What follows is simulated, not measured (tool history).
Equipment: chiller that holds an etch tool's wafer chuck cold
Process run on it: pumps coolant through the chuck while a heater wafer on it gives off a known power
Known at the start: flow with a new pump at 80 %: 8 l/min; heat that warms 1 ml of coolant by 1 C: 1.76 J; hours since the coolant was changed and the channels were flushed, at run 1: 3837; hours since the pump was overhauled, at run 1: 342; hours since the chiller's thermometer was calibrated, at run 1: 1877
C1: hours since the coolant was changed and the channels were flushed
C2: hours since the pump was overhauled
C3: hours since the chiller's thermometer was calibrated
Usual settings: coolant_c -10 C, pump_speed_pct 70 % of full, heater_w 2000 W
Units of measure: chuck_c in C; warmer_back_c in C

{"run": 1, "hour": 0.0, "coolant_c": -10, "pump_speed_pct": 70, "heater_w": 2000, "C1": 3837, "C2": 342, "C3": 1877, "chuck_c": 8.0, "warmer_back_c": 9.87}
{"run": 2, "hour": 18.9, "coolant_c": -10, "pump_speed_pct": 70, "heater_w": 2891, "C1": 3856, "C2": 360, "C3": 1896, "chuck_c": 15.9, "warmer_back_c": 14.34}
{"run": 3, "hour": 47.5, "coolant_c": -10, "pump_speed_pct": 70, "heater_w": 1455, "C1": 3885, "C2": 389, "C3": 1924, "chuck_c": 3.1, "warmer_back_c": 7.18}
{"run": 4, "hour": 74.8, "coolant_c": -10, "pump_speed_pct": 70, "heater_w": 1179, "C1": 3912, "C2": 416, "C3": 1952, "chuck_c": 0.4, "warmer_back_c": 5.79}
{"run": 5, "hour": 109.9, "coolant_c": -10, "pump_speed_pct": 70, "heater_w": 1179, "C1": 3947, "C2": 451, "C3": 1987, "chuck_c": 0.7, "warmer_back_c": 5.8}
{"run": 6, "hour": 139.0, "coolant_c": -10, "pump_speed_pct": 70, "heater_w": 1809, "C1": 3976, "C2": 481, "C3": 2016, "chuck_c": 6.1, "warmer_back_c": 8.89}
{"run": 7, "hour": 160.6, "coolant_c": -10, "pump_speed_pct": 67, "heater_w": 2000, "C1": 3998, "C2": 502, "C3": 2037, "chuck_c": 8.6, "warmer_back_c": 10.31}
{"run": 8, "hour": 178.7, "coolant_c": -10, "pump_speed_pct": 67, "heater_w": 2000, "C1": 4016, "C2": 520, "C3": 2056, "chuck_c": 8.4, "warmer_back_c": 10.4}
{"hour": 190.4, "done": "chiller's thermometer calibrated"}
{"run": 9, "hour": 206.5, "coolant_c": -10, "pump_speed_pct": 70, "heater_w": 1858, "C1": 4043, "C2": 547, "C3": 16, "chuck_c": 6.8, "warmer_back_c": 9.17}
{"run": 10, "hour": 224.3, "coolant_c": -10, "pump_speed_pct": 84, "heater_w": 2000, "C1": 4061, "C2": 565, "C3": 34, "chuck_c": 5.9, "warmer_back_c": 8.27}
{"run": 11, "hour": 243.8, "coolant_c": -10, "pump_speed_pct": 84, "heater_w": 2000, "C1": 4080, "C2": 584, "C3": 53, "chuck_c": 6.0, "warmer_back_c": 8.19}
{"run": 12, "hour": 273.8, "coolant_c": -10, "pump_speed_pct": 84, "heater_w": 2000, "C1": 4110, "C2": 614, "C3": 83, "chuck_c": 5.8, "warmer_back_c": 8.11}
{"run": 13, "hour": 311.1, "coolant_c": -10, "pump_speed_pct": 99, "heater_w": 2000, "C1": 4147, "C2": 652, "C3": 121, "chuck_c": 3.9, "warmer_back_c": 6.91}
{"run": 14, "hour": 340.2, "coolant_c": -16, "pump_speed_pct": 62, "heater_w": 1661, "C1": 4176, "C2": 681, "C3": 150, "chuck_c": 0.5, "warmer_back_c": 9.35}
{"run": 15, "hour": 358.7, "coolant_c": -16, "pump_speed_pct": 62, "heater_w": 1661, "C1": 4195, "C2": 699, "C3": 168, "chuck_c": 0.7, "warmer_back_c": 9.44}
{"run": 16, "hour": 390.5, "coolant_c": -15, "pump_speed_pct": 69, "heater_w": 1763, "C1": 4227, "C2": 731, "C3": 200, "chuck_c": 1.4, "warmer_back_c": 8.86}
{"run": 17, "hour": 420.4, "coolant_c": -15, "pump_speed_pct": 69, "heater_w": 1763, "C1": 4257, "C2": 761, "C3": 230, "chuck_c": 1.2, "warmer_back_c": 8.84}
{"run": 18, "hour": 450.3, "coolant_c": -15, "pump_speed_pct": 69, "heater_w": 1763, "C1": 4287, "C2": 791, "C3": 260, "chuck_c": 1.3, "warmer_back_c": 8.85}
{"run": 19, "hour": 485.2, "coolant_c": -4, "pump_speed_pct": 92, "heater_w": 1647, "C1": 4321, "C2": 826, "C3": 295, "chuck_c": 8.4, "warmer_back_c": 6.14}
{"run": 20, "hour": 513.3, "coolant_c": -10, "pump_speed_pct": 70, "heater_w": 1790, "C1": 4350, "C2": 854, "C3": 323, "chuck_c": 6.5, "warmer_back_c": 8.96}
{"run": 21, "hour": 533.8, "coolant_c": -9, "pump_speed_pct": 87, "heater_w": 1790, "C1": 4370, "C2": 874, "C3": 343, "chuck_c": 4.9, "warmer_back_c": 7.12}
{"run": 22, "hour": 566.6, "coolant_c": -8, "pump_speed_pct": 68, "heater_w": 1790, "C1": 4403, "C2": 907, "C3": 376, "chuck_c": 8.6, "warmer_back_c": 9.21}
{"run": 23, "hour": 584.4, "coolant_c": -11, "pump_speed_pct": 91, "heater_w": 1293, "C1": 4421, "C2": 925, "C3": 394, "chuck_c": -1.3, "warmer_back_c": 4.86}
{"run": 24, "hour": 615.6, "coolant_c": -11, "pump_speed_pct": 91, "heater_w": 1293, "C1": 4452, "C2": 956, "C3": 425, "chuck_c": -1.5, "warmer_back_c": 4.88}
{"run": 25, "hour": 655.0, "coolant_c": -2, "pump_speed_pct": 94, "heater_w": 2000, "C1": 4491, "C2": 996, "C3": 465, "chuck_c": 12.6, "warmer_back_c": 7.33}
{"run": 26, "hour": 687.4, "coolant_c": -10, "pump_speed_pct": 70, "heater_w": 1860, "C1": 4524, "C2": 1028, "C3": 497, "chuck_c": 7.1, "warmer_back_c": 9.32}

Consider 3 possible next runs. They are alternatives, not a sequence: every one starts from the tool as it was left by run 26. What does each give?
{"run": "A", "hour": 724.4, "coolant_c": -2, "pump_speed_pct": 70, "heater_w": 2625, "C1": 4561, "C2": 1065, "C3": 534, "chuck_c": "?", "warmer_back_c": "?"}
{"run": "B", "hour": 724.4, "coolant_c": -15, "pump_speed_pct": 70, "heater_w": 1569, "C1": 4561, "C2": 1065, "C3": 534, "chuck_c": "?", "warmer_back_c": "?"}
{"run": "C", "hour": 724.4, "coolant_c": -14, "pump_speed_pct": 77, "heater_w": 2130, "C1": 4561, "C2": 1065, "C3": 534, "chuck_c": "?", "warmer_back_c": "?"}

run=A chuck_c=22.1 warmer_back_c=13.10
run=B chuck_c=-0.6 warmer_back_c=7.77
run=C chuck_c=4.3 warmer_back_c=9.64
Take away the tool's hidden state, keep each run's random variation, and the runs would have read:
run=A chuck_c=20.1 warmer_back_c=12.84
run=B chuck_c=-1.8 warmer_back_c=7.62
run=C chuck_c=2.8 warmer_back_c=9.45
